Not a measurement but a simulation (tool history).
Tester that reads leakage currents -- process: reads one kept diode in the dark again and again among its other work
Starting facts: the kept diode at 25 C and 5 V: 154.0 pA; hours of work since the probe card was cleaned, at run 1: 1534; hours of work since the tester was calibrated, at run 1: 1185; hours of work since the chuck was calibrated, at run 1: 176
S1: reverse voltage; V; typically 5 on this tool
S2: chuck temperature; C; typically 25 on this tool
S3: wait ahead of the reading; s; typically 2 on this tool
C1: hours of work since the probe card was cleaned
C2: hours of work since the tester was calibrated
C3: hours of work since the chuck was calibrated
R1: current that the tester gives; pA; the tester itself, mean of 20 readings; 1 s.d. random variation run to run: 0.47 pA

Run 1, day 0: usual settings; C1 1534; C2 1185; C3 176. Result: R1 155.34 pA.
Run 2, day 2.308: usual settings; C1 1562; C2 1213; C3 205. Result: R1 153.72 pA.
Run 3, day 5.571: usual settings; C1 1602; C2 1253; C3 244. Result: R1 151.62 pA.
Run 4, day 8.542: usual settings; C1 1639; C2 1289; C3 281. Result: R1 149.78 pA.
Run 5, day 10.562: usual settings but S1 1.36 V; C1 1663; C2 1314; C3 305. Result: R1 69.51 pA.
Run 6, day 12.783: usual settings; C1 1691; C2 1341; C3 333. Result: R1 148.15 pA.
Run 7, day 16.133: usual settings; C1 1731; C2 1382; C3 373. Result: R1 146.34 pA.
Run 8, day 20.067: usual settings but S2 57 C; C1 1780; C2 1430; C3 422. Result: R1 2185.26 pA.
Run 9, day 22.129: usual settings but S3 2.24 s; C1 1805; C2 1455; C3 447. Result: R1 144.12 pA.
Run 10, day 26.183: usual settings but S3 2.24 s; C1 1854; C2 1505; C3 496. Result: R1 141.16 pA.
At day 27.867: probe card cleaned and baked.
Run 11, day 30.125: usual settings but S3 1.94 s; C1 28; C2 1551; C3 543. Result: R1 126.65 pA.
Run 12, day 32.367: usual settings but S3 1.94 s; C1 55; C2 1579; C3 570. Result: R1 126.4 pA.
Run 13, day 34.558: usual settings but S3 1.94 s; C1 82; C2 1605; C3 597. Result: R1 125.21 pA.
At day 37.383: chuck's temperature calibrated.
Run 14, day 38.775: usual settings but S3 1.94 s; C1 132; C2 1656; C3 17. Result: R1 156.78 pA.
Run 15, day 40.725: usual settings but S3 1.94 s; C1 156; C2 1680; C3 41. Result: R1 155.54 pA.
Run 16, day 43.779: usual settings but S3 1.94 s; C1 193; C2 1717; C3 78. Result: R1 153.47 pA.
Run 17, day 47.508: usual settings; C1 239; C2 1763; C3 124. Result: R1 151.04 pA.
Run 18, day 49.254: usual settings; C1 260; C2 1784; C3 145. Result: R1 149.97 pA.
Run 19, day 53.225: usual settings; C1 309; C2 1832; C3 194. Result: R1 147.95 pA.
Run 20, day 56.204: usual settings; C1 345; C2 1869; C3 230. Result: R1 146.57 pA.
Run 21, day 58.35: usual settings but S2 41 C, S3 7.76 s; C1 371; C2 1895; C3 256. Result: R1 617.27 pA.
Run 22, day 61.433: usual settings but S1 12.44 V, S3 1.15 s; C1 409; C2 1933; C3 294. Result: R1 243.45 pA.
Run 23, day 64.5: usual settings but S1 1.84 V, S2 54 C, S3 2.12 s; C1 447; C2 1970; C3 331. Result: R1 1016.39 pA.
Run 24, day 66.304: usual settings but S2 22 C; C1 469; C2 1992; C3 353. Result: R1 106.07 pA.
Run 25, day 68.625: usual settings but S1 16.99 V, S2 44 C; C1 497; C2 2021; C3 382. Result: R1 1527.05 pA.
Run 26, day 70.596: usual settings but S1 16.99 V, S2 44 C; C1 521; C2 2045; C3 406. Result: R1 1518.18 pA.
Run 27, day 73.096: usual settings but S1 15.16 V, S2 41 C, S3 6.56 s; C1 552; C2 2075; C3 436. Result: R1 1085.51 pA.
Run 28, day 76.612: usual settings but S1 15.16 V, S2 41 C, S3 0.82 s; C1 595; C2 2118; C3 479. Result: R1 1082.18 pA.
Run 29, day 78.662: usual settings but S3 0.37 s; C1 620; C2 2143; C3 504. Result: R1 138.98 pA.

For run 30, what comes out?
Run 30, day 81.133: usual settings but S3 2.76 s; C1 650; C2 2173; C3 535. Result: R1 ?.

{"run 30": {"R1": 132.84}}
Minus the tool's unlogged condition, the same run would have read R1 154.58 pA.

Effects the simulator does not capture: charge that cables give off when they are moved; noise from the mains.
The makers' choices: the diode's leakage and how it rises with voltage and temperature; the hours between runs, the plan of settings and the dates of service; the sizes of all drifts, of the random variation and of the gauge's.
